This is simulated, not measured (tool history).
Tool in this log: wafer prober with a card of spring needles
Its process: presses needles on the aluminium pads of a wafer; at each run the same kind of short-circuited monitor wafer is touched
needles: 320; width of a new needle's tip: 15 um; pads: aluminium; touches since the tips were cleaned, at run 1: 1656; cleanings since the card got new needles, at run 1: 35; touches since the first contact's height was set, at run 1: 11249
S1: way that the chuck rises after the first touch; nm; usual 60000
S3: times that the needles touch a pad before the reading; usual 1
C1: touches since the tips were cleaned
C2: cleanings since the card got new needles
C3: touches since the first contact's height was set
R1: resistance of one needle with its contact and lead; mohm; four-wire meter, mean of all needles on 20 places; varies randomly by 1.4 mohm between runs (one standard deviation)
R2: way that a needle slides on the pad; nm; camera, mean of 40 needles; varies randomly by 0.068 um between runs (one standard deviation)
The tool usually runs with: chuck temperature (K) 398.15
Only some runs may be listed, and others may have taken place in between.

Run 1, day 0: usual settings; C1 1656; C2 35; C3 11249. Result: R1 127 mohm, R2 14280 nm.
At day 0.042: tips cleaned on abrasive film.
At day 0.212: tips cleaned on abrasive film.
Run 2, day 0.317: usual settings; C1 1236; C2 37; C3 14995. Result: R1 125 mohm, R2 14220 nm.
At day 0.375: tips cleaned on abrasive film.
At day 0.533: tips cleaned on abrasive film.
Run 3, day 0.596: usual settings; C1 720; C2 39; C3 18287. Result: R1 125 mohm, R2 14190 nm.
At day 0.704: tips cleaned on abrasive film.
At day 0.875: tips cleaned on abrasive film.
At day 1.025: tips cleaned on abrasive film.
Run 4, day 1.025: usual settings but chuck temperature (K) 326.15; C1 0; C2 42; C3 23377. Result: R1 117 mohm, R2 14220 nm.
At day 1.183: tips cleaned on abrasive film.
Run 5, day 1.321: usual settings but S3 2; C1 1712; C2 43; C3 26968. Result: R1 128 mohm, R2 14200 nm.
At day 1.346: tips cleaned on abrasive film.
At day 1.521: tips cleaned on abrasive film.
Run 6, day 1.562: usual settings; C1 533; C2 45; C3 29793. Result: R1 126 mohm, R2 14320 nm.
At day 1.692: tips cleaned on abrasive film.
At day 1.846: tips cleaned on abrasive film.
Run 7, day 1.946: usual settings; C1 1259; C2 47; C3 34385. Result: R1 127 mohm, R2 14230 nm.
At day 2.012: tips cleaned on abrasive film.
At day 2.179: tips cleaned on abrasive film.
Run 8, day 2.292: usual settings; C1 1363; C2 49; C3 38468. Result: R1 128 mohm, R2 14300 nm.
At day 2.358: tips cleaned on abrasive film.
At day 2.525: tips cleaned on abrasive film.
Run 9, day 2.658: usual settings; C1 1623; C2 51; C3 42864. Result: R1 126 mohm, R2 14390 nm.
At day 2.696: tips cleaned on abrasive film.
At day 2.85: tips cleaned on abrasive film.
Run 10, day 2.85: usual settings; C1 0; C2 53; C3 45076. Result: R1 125 mohm, R2 14310 nm.
At day 3.008: tips cleaned on abrasive film.
Run 11, day 3.029: usual settings but chuck temperature (K) 362.15; C1 286; C2 54; C3 47241. Result: R1 124 mohm, R2 14380 nm.
At day 3.192: tips cleaned on abrasive film.
At day 3.354: tips cleaned on abrasive film.
Run 12, day 3.433: usual settings; C1 953; C2 56; C3 52028. Result: R1 127 mohm, R2 14240 nm.
At day 3.504: tips cleaned on abrasive film.
At day 3.679: tips cleaned on abrasive film.
Run 13, day 3.775: usual settings; C1 1175; C2 58; C3 56090. Result: R1 127 mohm, R2 14430 nm.
At day 3.825: tips cleaned on abrasive film.
At day 3.992: tips cleaned on abrasive film.
Run 14, day 4.067: usual settings; C1 924; C2 60; C3 59577. Result: R1 127 mohm, R2 14420 nm.
At day 4.154: tips cleaned on abrasive film.
At day 4.321: tips cleaned on abrasive film.
Run 15, day 4.379: usual settings; C1 733; C2 62; C3 63270. Result: R1 127 mohm, R2 14490 nm.
At day 4.492: tips cleaned on abrasive film.
At day 4.504: height of the first contact set anew.
Run 16, day 4.612: usual settings but S3 3; C1 1307; C2 63; C3 1307. Result: R1 126 mohm, R2 14380 nm.
At day 4.667: tips cleaned on abrasive film.
At day 4.825: tips cleaned on abrasive film.
Run 17, day 4.929: usual settings but S3 3; C1 1290; C2 65; C3 5074. Result: R1 129 mohm, R2 14440 nm.
At day 5.004: tips cleaned on abrasive film.
At day 5.158: tips cleaned on abrasive film.
Run 18, day 5.262: usual settings but S1 67000 nm, chuck temperature (K) 299.15; C1 1277; C2 67; C3 9008. Result: R1 115 mohm, R2 16130 nm.
At day 5.312: tips cleaned on abrasive film.
At day 5.467: tips cleaned on abrasive film.
Run 19, day 5.467: usual settings but S1 52000 nm; C1 0; C2 69; C3 11400. Result: R1 127 mohm, R2 12430 nm.
At day 5.625: tips cleaned on abrasive film.
At day 5.771: tips cleaned on abrasive film.
Run 20, day 5.858: usual settings but S1 74000 nm, chuck temperature (K) 326.15, S3 3; C1 1064; C2 71; C3 16091. Result: R1 114 mohm, R2 17950 nm.
At day 5.933: tips cleaned on abrasive film.
At day 6.092: tips cleaned on abrasive film.
Run 21, day 6.208: usual settings but S1 52000 nm; C1 1431; C2 73; C3 20242. Result: R1 130 mohm, R2 12640 nm.
At day 6.254: tips cleaned on abrasive film.
At day 6.425: tips cleaned on abrasive film.
Run 22, day 6.467: usual settings but chuck temperature (K) 308.15, S3 2; C1 518; C2 75; C3 23290. Result: R1 115 mohm, R2 14450 nm.
At day 6.575: tips cleaned on abrasive film.
At day 6.742: tips cleaned on abrasive film.
Run 23, day 6.883: usual settings but chuck temperature (K) 308.15, S3 2; C1 1740; C2 77; C3 28263. Result: R1 114 mohm, R2 14550 nm.
At day 6.921: tips cleaned on abrasive film.
At day 7.092: tips cleaned on abrasive film.
Run 24, day 7.138: usual settings but chuck temperature (K) 308.15, S3 2; C1 519; C2 79; C3 31252. Result: R1 114 mohm, R2 14620 nm.
At day 7.242: tips cleaned on abrasive film.
At day 7.412: tips cleaned on abrasive film.
Run 25, day 7.529: usual settings but S1 52000 nm, chuck temperature (K) 354.15, S3 2; C1 1413; C2 81; C3 35930. Result: R1 122 mohm, R2 12480 nm.
At day 7.562: tips cleaned on abrasive film.
At day 7.712: gauge calibrated.
At day 7.717: tips cleaned on abrasive film.
At day 7.879: tips cleaned on abrasive film.
Run 26, day 7.908: usual settings but S1 59000 nm, chuck temperature (K) 387.15; C1 327; C2 84; C3 40400. Result: R1 124 mohm, R2 14110 nm.
At day 8.033: tips cleaned on abrasive film.
At day 8.188: tips cleaned on abrasive film.
Run 27, day 8.229: usual settings but S1 59000 nm, chuck temperature (K) 318.15, S3 3; C1 511; C2 86; C3 44243. Result: R1 117 mohm, R2 13980 nm.
At day 8.346: tips cleaned on abrasive film.
At day 8.504: tips cleaned on abrasive film.
At day 8.654: tips cleaned on abrasive film.
Run 28, day 8.654: usual settings but S1 66000 nm; C1 0; C2 89; C3 49233. Result: R1 125 mohm, R2 15650 nm.

Expected results for the next run?
At day 8.833: tips cleaned on abrasive film.
At day 9: tips cleaned on abrasive film.
Run 29, day 9.067: usual settings but S1 49000 nm, chuck temperature (K) 307.15; C1 788; C2 91; C3 54158. Result: R1 ?, R2 ?.

For run 29 the tool returned R1 121 mohm, R2 11640 nm.
With no hidden state in the tool, this same run would have given R1 120 mohm, R2 11590 nm.

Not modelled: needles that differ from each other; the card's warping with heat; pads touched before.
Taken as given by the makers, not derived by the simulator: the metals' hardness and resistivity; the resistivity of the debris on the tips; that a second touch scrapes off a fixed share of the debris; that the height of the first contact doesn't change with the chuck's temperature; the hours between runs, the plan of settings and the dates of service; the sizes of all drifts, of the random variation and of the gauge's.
